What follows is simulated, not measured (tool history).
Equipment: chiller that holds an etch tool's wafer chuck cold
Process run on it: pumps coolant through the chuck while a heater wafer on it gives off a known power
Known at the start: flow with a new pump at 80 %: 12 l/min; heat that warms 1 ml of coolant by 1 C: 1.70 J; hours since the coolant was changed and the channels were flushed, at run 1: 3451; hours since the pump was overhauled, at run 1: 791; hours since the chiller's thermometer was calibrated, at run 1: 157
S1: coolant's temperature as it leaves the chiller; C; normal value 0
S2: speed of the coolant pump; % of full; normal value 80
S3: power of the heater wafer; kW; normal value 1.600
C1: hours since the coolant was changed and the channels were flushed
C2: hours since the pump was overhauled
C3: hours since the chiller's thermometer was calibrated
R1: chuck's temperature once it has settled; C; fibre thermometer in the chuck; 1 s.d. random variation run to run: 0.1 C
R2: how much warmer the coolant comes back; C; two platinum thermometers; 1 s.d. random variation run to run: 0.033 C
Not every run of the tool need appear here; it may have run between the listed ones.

run 1 hour=0.0 | S1=0 S2=80 S3=1.600 | C1=3451 C2=791 C3=157 | R1=15.2 R2=4.76
run 2 hour=29.5 | S1=8 S2=80 S3=1.600 | C1=3481 C2=821 C3=187 | R1=23.3 R2=4.81
run 3 hour=66.3 | S1=8 S2=80 S3=1.600 | C1=3518 C2=858 C3=223 | R1=23.3 R2=4.76
run 4 hour=124.2 | S1=8 S2=80 S3=1.600 | C1=3575 C2=916 C3=281 | R1=23.5 R2=4.80
run 5 hour=160.0 | S1=0 S2=80 S3=1.600 | C1=3611 C2=951 C3=317 | R1=15.6 R2=4.79
run 6 hour=209.5 | S1=-2 S2=80 S3=1.600 | C1=3661 C2=1001 C3=366 | R1=13.3 R2=4.79
run 7 hour=237.6 | S1=-2 S2=80 S3=1.600 | C1=3689 C2=1029 C3=395 | R1=13.5 R2=4.78
run 8 hour=295.9 | S1=0 S2=71 S3=2.350 | C1=3747 C2=1087 C3=453 | R1=25.0 R2=8.05
run 9 hour=349.6 | S1=7 S2=83 S3=1.134 | C1=3801 C2=1141 C3=507 | R1=17.8 R2=3.30
-- hour=358.4 coolant pump overhauled
run 10 hour=405.3 | S1=-3 S2=90 S3=0.842 | C1=3852 C2=47 C3=557 | R1=4.5 R2=2.26
run 11 hour=437.6 | S1=-3 S2=90 S3=0.842 | C1=3884 C2=79 C3=590 | R1=4.5 R2=2.20
run 12 hour=467.2 | S1=-3 S2=90 S3=0.842 | C1=3913 C2=109 C3=619 | R1=4.6 R2=2.22
run 13 hour=496.5 | S1=0 S2=80 S3=1.259 | C1=3943 C2=138 C3=648 | R1=12.4 R2=3.81

Branching from run 13: 4 alternative next runs. What would each branch give?
run A hour=555.8 | S1=0 S2=61 S3=0.905 | C1=4002 C2=197 C3=708 | R1=? R2=?
run B hour=555.8 | S1=0 S2=80 S3=2.038 | C1=4002 C2=197 C3=708 | R1=? R2=?
run C hour=555.8 | S1=0 S2=61 S3=1.259 | C1=4002 C2=197 C3=708 | R1=? R2=?
run D hour=555.8 | S1=-7 S2=95 S3=1.239 | C1=4002 C2=197 C3=708 | R1=? R2=?

run=A R1=11.1 R2=3.72
run=B R1=20.0 R2=6.20
run=C R1=15.5 R2=5.10
run=D R1=3.6 R2=3.11
Take away the tool's hidden state, keep each run's random variation, and the runs would have read:
run=A R1=9.8 R2=3.61
run=B R1=17.7 R2=6.00
run=C R1=13.8 R2=4.94
run=D R1=2.4 R2=3.01
